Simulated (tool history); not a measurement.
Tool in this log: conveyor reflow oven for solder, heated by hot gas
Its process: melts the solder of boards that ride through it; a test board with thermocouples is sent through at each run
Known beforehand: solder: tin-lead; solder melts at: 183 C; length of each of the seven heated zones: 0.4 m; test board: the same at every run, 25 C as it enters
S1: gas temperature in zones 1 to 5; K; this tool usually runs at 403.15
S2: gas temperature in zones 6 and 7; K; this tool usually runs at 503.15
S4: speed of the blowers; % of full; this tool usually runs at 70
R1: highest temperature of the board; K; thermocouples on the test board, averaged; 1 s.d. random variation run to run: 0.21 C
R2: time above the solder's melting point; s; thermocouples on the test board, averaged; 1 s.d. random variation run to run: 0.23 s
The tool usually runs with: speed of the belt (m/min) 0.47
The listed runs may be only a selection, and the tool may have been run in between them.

{"run": 1, "hour": 0.0, "S1": 403.15, "S2": 503.15, "speed of the belt (m/min)": 0.47, "S4": 70, "R1": 487.15, "R2": 70.3}
{"run": 2, "hour": 10.4, "S1": 403.15, "S2": 503.15, "speed of the belt (m/min)": 0.47, "S4": 70, "R1": 487.45, "R2": 70.1}
{"run": 3, "hour": 15.3, "S1": 403.15, "S2": 503.15, "speed of the belt (m/min)": 0.47, "S4": 70, "R1": 487.25, "R2": 70}
{"run": 4, "hour": 25.7, "S1": 403.15, "S2": 503.15, "speed of the belt (m/min)": 0.47, "S4": 70, "R1": 487.15, "R2": 70.2}
{"run": 5, "hour": 35.0, "S1": 403.15, "S2": 503.15, "speed of the belt (m/min)": 0.47, "S4": 70, "R1": 487.55, "R2": 70.5}
{"run": 6, "hour": 44.3, "S1": 403.15, "S2": 503.15, "speed of the belt (m/min)": 0.47, "S4": 70, "R1": 487.25, "R2": 70.1}
{"run": 7, "hour": 52.6, "S1": 403.15, "S2": 503.15, "speed of the belt (m/min)": 0.47, "S4": 70, "R1": 487.55, "R2": 70.2}
{"run": 8, "hour": 61.2, "S1": 403.15, "S2": 503.15, "speed of the belt (m/min)": 0.47, "S4": 70, "R1": 487.25, "R2": 70.6}
{"run": 9, "hour": 70.7, "S1": 403.15, "S2": 503.15, "speed of the belt (m/min)": 0.47, "S4": 70, "R1": 487.55, "R2": 70.4}
{"run": 10, "hour": 76.3, "S1": 403.15, "S2": 503.15, "speed of the belt (m/min)": 0.47, "S4": 70, "R1": 487.75, "R2": 70.2}
{"run": 11, "hour": 84.9, "S1": 403.15, "S2": 503.15, "speed of the belt (m/min)": 0.47, "S4": 70, "R1": 487.25, "R2": 70.6}
{"run": 12, "hour": 92.6, "S1": 403.15, "S2": 503.15, "speed of the belt (m/min)": 0.47, "S4": 70, "R1": 487.55, "R2": 70.2}
{"run": 13, "hour": 100.4, "S1": 403.15, "S2": 515.15, "speed of the belt (m/min)": 0.47, "S4": 70, "R1": 497.65, "R2": 80.3}
{"run": 14, "hour": 110.7, "S1": 403.15, "S2": 515.15, "speed of the belt (m/min)": 0.47, "S4": 70, "R1": 498.15, "R2": 79.8}
{"run": 15, "hour": 116.2, "S1": 403.15, "S2": 503.15, "speed of the belt (m/min)": 0.47, "S4": 59, "R1": 484.95, "R2": 67.1}
{"run": 16, "hour": 122.4, "S1": 403.15, "S2": 503.15, "speed of the belt (m/min)": 0.453, "S4": 70, "R1": 488.45, "R2": 74.7}
{"run": 17, "hour": 131.9, "S1": 403.15, "S2": 503.15, "speed of the belt (m/min)": 0.453, "S4": 70, "R1": 488.15, "R2": 74.9}
{"run": 18, "hour": 143.0, "S1": 403.15, "S2": 508.15, "speed of the belt (m/min)": 0.453, "S4": 58, "R1": 490.85, "R2": 76}
{"run": 19, "hour": 149.4, "S1": 403.15, "S2": 497.15, "speed of the belt (m/min)": 0.453, "S4": 58, "R1": 481.35, "R2": 64.5}
{"run": 20, "hour": 156.6, "S1": 403.15, "S2": 494.15, "speed of the belt (m/min)": 0.47, "S4": 70, "R1": 479.55, "R2": 60.5}
{"run": 21, "hour": 163.7, "S1": 403.15, "S2": 494.15, "speed of the belt (m/min)": 0.47, "S4": 70, "R1": 479.55, "R2": 60.7}
{"run": 22, "hour": 169.5, "S1": 403.15, "S2": 494.15, "speed of the belt (m/min)": 0.47, "S4": 70, "R1": 479.75, "R2": 60.6}
{"run": 23, "hour": 175.5, "S1": 388.15, "S2": 508.15, "speed of the belt (m/min)": 0.5, "S4": 75, "R1": 488.15, "R2": 60.5}
{"run": 24, "hour": 182.0, "S1": 388.15, "S2": 498.15, "speed of the belt (m/min)": 0.5, "S4": 75, "R1": 479.05, "R2": 51.1}
{"run": 25, "hour": 191.5, "S1": 388.15, "S2": 498.15, "speed of the belt (m/min)": 0.5, "S4": 75, "R1": 479.05, "R2": 51.1}
{"run": 26, "hour": 198.9, "S1": 388.15, "S2": 498.15, "speed of the belt (m/min)": 0.5, "S4": 75, "R1": 479.25, "R2": 50.9}
{"run": 27, "hour": 209.8, "S1": 388.15, "S2": 498.15, "speed of the belt (m/min)": 0.5, "S4": 75, "R1": 479.15, "R2": 50.9}
{"run": 28, "hour": 216.9, "S1": 388.15, "S2": 498.15, "speed of the belt (m/min)": 0.5, "S4": 75, "R1": 479.55, "R2": 50.6}
{"run": 29, "hour": 226.5, "S1": 411.15, "S2": 498.15, "speed of the belt (m/min)": 0.5, "S4": 58, "R1": 480.35, "R2": 59.6}
{"run": 30, "hour": 236.1, "S1": 411.15, "S2": 498.15, "speed of the belt (m/min)": 0.5, "S4": 58, "R1": 480.45, "R2": 59.7}
{"run": 31, "hour": 245.2, "S1": 411.15, "S2": 498.15, "speed of the belt (m/min)": 0.5, "S4": 58, "R1": 480.35, "R2": 59.7}

Here are 4 independent what-if runs from the current tool condition. What would each one return?
{"run": "A", "hour": 254.8, "S1": 403.15, "S2": 508.15, "speed of the belt (m/min)": 0.47, "S4": 70, "R1": "?", "R2": "?"}
{"run": "B", "hour": 254.8, "S1": 407.15, "S2": 511.15, "speed of the belt (m/min)": 0.5, "S4": 58, "R1": "?", "R2": "?"}
{"run": "C", "hour": 254.8, "S1": 389.15, "S2": 503.15, "speed of the belt (m/min)": 0.47, "S4": 70, "R1": "?", "R2": "?"}
{"run": "D", "hour": 254.8, "S1": 389.15, "S2": 503.15, "speed of the belt (m/min)": 0.527, "S4": 70, "R1": "?", "R2": "?"}

run=A R1=491.75 R2=75
run=B R1=490.55 R2=69.5
run=C R1=485.05 R2=62.2
run=D R1=480.85 R2=49.6
With the hidden condition removed and each run's random variation left untouched, the same runs would have given:
run=A R1=491.85 R2=75
run=B R1=490.65 R2=69.6
run=C R1=485.05 R2=62.3
run=D R1=480.85 R2=49.7

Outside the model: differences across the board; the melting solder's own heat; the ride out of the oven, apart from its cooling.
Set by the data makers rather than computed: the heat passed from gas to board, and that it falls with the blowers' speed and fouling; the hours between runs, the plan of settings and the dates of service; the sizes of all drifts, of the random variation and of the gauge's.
